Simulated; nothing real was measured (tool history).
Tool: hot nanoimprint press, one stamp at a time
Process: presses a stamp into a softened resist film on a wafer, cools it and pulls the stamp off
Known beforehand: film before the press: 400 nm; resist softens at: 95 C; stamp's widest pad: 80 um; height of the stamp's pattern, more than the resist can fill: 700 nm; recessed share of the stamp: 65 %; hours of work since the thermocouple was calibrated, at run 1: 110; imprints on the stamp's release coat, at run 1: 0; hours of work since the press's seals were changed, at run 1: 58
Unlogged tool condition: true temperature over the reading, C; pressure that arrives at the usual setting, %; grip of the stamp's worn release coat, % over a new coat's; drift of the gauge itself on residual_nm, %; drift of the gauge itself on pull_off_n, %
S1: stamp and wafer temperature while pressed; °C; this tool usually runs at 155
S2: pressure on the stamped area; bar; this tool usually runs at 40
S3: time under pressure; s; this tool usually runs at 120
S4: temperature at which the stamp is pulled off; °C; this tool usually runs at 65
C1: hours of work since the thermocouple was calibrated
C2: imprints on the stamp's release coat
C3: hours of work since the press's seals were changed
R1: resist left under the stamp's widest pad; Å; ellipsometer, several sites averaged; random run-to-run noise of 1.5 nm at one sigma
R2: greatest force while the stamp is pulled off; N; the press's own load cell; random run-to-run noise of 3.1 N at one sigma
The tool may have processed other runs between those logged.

run,day,S1,S2,S3,S4,C1,C2,C3,R1,R2
1,0,155,40,120,65,110,0,58,2411,146
2,2.596,155,40,120,65,147,196,95,2403,159
3,3.925,155,40,120,65,165,297,113,2422,165
4,6.217,155,40,120,65,198,470,146,2422,180
5,9.079,155,40,120,62,238,686,186,2423,211
6,10.896,155,40,120,65,263,823,211,2455,204
7,13.767,155,40,120,65,304,1040,252,2453,222
# day 15.175: stamp cleaned and given a new release coat
8,15.938,155,40,120,65,331,58,278,2468,157
9,17.612,155,40,120,65,354,184,302,2473,160
10,19.825,155,40,120,65,385,351,333,2495,174
11,21.329,155,40,120,65,406,465,354,2495,179
12,24.008,155,40,120,65,444,668,392,2502,203
13,25.179,155,40,120,65,460,756,408,2545,201
14,27.012,155,40,120,65,486,894,434,2558,210
15,28.679,155,40,120,65,509,1020,457,2536,231
16,29.9,164,44.4,120,65,526,1113,474,1817,230
# day 30.408: stamp cleaned and given a new release coat
17,31.429,156,43.7,120,62,544,77,492,2377,169
# day 31.746: plate thermocouple calibrated
18,34.4,153,40,75,67,37,292,532,3069,168
# day 36.258: plate thermocouple calibrated, once more
19,37.379,155,40,111,65,16,508,572,2428,175
20,38.767,152,40,120,65,35,612,592,2607,183
# day 41.675: press's hydraulic seals changed and the load cell set to zero
21,41.825,155,42.6,120,64,73,818,2,2299,204
22,43.012,149,40,120,65,90,908,19,2847,208
23,44.917,154,36.2,120,52,117,1052,45,2568,297
# day 46.121: stamp cleaned and given a new release coat
24,46.35,148,30.6,120,53,133,17,62,3196,191

What does the tool deliver on the next run?
25,48.425,148,30.6,120,53,162,174,91,?,?

Run 25 gave R1 3168 Å, R2 207 N.
Had the tool carried no hidden state, the very same run would have given R1 3135 Å, R2 191 N.

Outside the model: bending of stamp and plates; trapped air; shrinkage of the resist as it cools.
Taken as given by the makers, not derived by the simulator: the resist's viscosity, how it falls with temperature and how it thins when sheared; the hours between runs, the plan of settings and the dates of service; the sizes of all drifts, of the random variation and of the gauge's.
